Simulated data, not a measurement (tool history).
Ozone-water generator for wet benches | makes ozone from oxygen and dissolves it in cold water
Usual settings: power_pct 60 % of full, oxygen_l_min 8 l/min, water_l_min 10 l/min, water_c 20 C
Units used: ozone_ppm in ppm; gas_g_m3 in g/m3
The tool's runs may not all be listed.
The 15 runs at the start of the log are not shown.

Run 16, hour 1208.7: usual settings. Result: ozone_ppm 39 ppm, gas_g_m3 229.8 g/m3.
Run 17, hour 1257.1: usual settings. Result: ozone_ppm 39 ppm, gas_g_m3 227.5 g/m3.
Run 18, hour 1358.2: usual settings but power_pct 80 % of full, water_l_min 9 l/min. Result: ozone_ppm 52.3 ppm, gas_g_m3 292.7 g/m3.
Run 19, hour 1448.1: usual settings but power_pct 80 % of full, water_l_min 7 l/min, water_c 14 C. Result: ozone_ppm 67.6 ppm, gas_g_m3 292.4 g/m3.
Run 20, hour 1507.5: usual settings but power_pct 80 % of full, water_l_min 7 l/min, water_c 14 C. Result: ozone_ppm 67.2 ppm, gas_g_m3 289.4 g/m3.
Run 21, hour 1573.1: usual settings but power_pct 76 % of full, oxygen_l_min 12.66 l/min, water_c 28 C. Result: ozone_ppm 32.4 ppm, gas_g_m3 212.2 g/m3.
Run 22, hour 1623: usual settings but water_l_min 11 l/min, water_c 18 C. Result: ozone_ppm 38.5 ppm, gas_g_m3 227.9 g/m3.
Run 23, hour 1689: usual settings but water_l_min 11 l/min, water_c 18 C. Result: ozone_ppm 38.4 ppm, gas_g_m3 229.2 g/m3.
Run 24, hour 1775: usual settings but power_pct 55 % of full, water_l_min 11 l/min. Result: ozone_ppm 34.3 ppm, gas_g_m3 212.5 g/m3.
Run 25, hour 1835.5: usual settings but power_pct 89 % of full, oxygen_l_min 5.95 l/min, water_l_min 8 l/min, water_c 28 C. Result: ozone_ppm 55 ppm, gas_g_m3 375.5 g/m3.
Run 26, hour 1926.6: usual settings but power_pct 89 % of full, oxygen_l_min 5.91 l/min, water_l_min 8 l/min, water_c 28 C. Result: ozone_ppm 54.2 ppm, gas_g_m3 378.3 g/m3.
Run 27, hour 2027: usual settings but power_pct 46 % of full, oxygen_l_min 5.91 l/min, water_l_min 15 l/min, water_c 28 C. Result: ozone_ppm 22.2 ppm, gas_g_m3 219.6 g/m3.
Run 28, hour 2125.3: usual settings but power_pct 64 % of full, oxygen_l_min 5.1 l/min, water_l_min 12 l/min. Result: ozone_ppm 40.6 ppm, gas_g_m3 313.6 g/m3.
Run 29, hour 2212.1: usual settings but oxygen_l_min 10.31 l/min. Result: ozone_ppm 35.2 ppm, gas_g_m3 195.5 g/m3.
Run 30, hour 2298.5: usual settings but power_pct 77 % of full, oxygen_l_min 10.31 l/min. Result: ozone_ppm 43.3 ppm, gas_g_m3 238.8 g/m3.
Run 31, hour 2396: usual settings but power_pct 56 % of full, oxygen_l_min 4.64 l/min, water_l_min 12 l/min, water_c 19 C. Result: ozone_ppm 37.3 ppm, gas_g_m3 295.3 g/m3.
At hour 2408.4: contactor cleaned.
Run 32, hour 2455.8: usual settings but power_pct 56 % of full, oxygen_l_min 4.64 l/min, water_l_min 12 l/min, water_c 19 C. Result: ozone_ppm 40.6 ppm, gas_g_m3 298.3 g/m3.

5 options for the next run, each taken on its own from the tool as it stands now. Forecast them:
Run A, hour 2563.2: usual settings but power_pct 87 % of full, water_l_min 12 l/min. Result: ozone_ppm ?, gas_g_m3 ?.
Run B, hour 2563.2: usual settings but power_pct 50 % of full. Result: ozone_ppm ?, gas_g_m3 ?.
Run C, hour 2563.2: usual settings but oxygen_l_min 6.34 l/min, water_l_min 8 l/min, water_c 19 C. Result: ozone_ppm ?, gas_g_m3 ?.
Run D, hour 2563.2: usual settings but power_pct 88 % of full, water_l_min 14 l/min. Result: ozone_ppm ?, gas_g_m3 ?.
Run E, hour 2563.2: usual settings but power_pct 93 % of full, water_l_min 7 l/min, water_c 14 C. Result: ozone_ppm ?, gas_g_m3 ?.

run  ozone_ppm  gas_g_m3
  A         51     304.7
  B       35.1     197.1
  C       50.1     260.9
  D       45.8     311.3
  E       78.5     324.6
With no hidden state in the tool, these same runs would have given:
run  ozone_ppm  gas_g_m3
  A       55.9     333.2
  B       37.2       208
  C       53.6     278.7
  D       50.3     340.6
  E       86.5     356.5
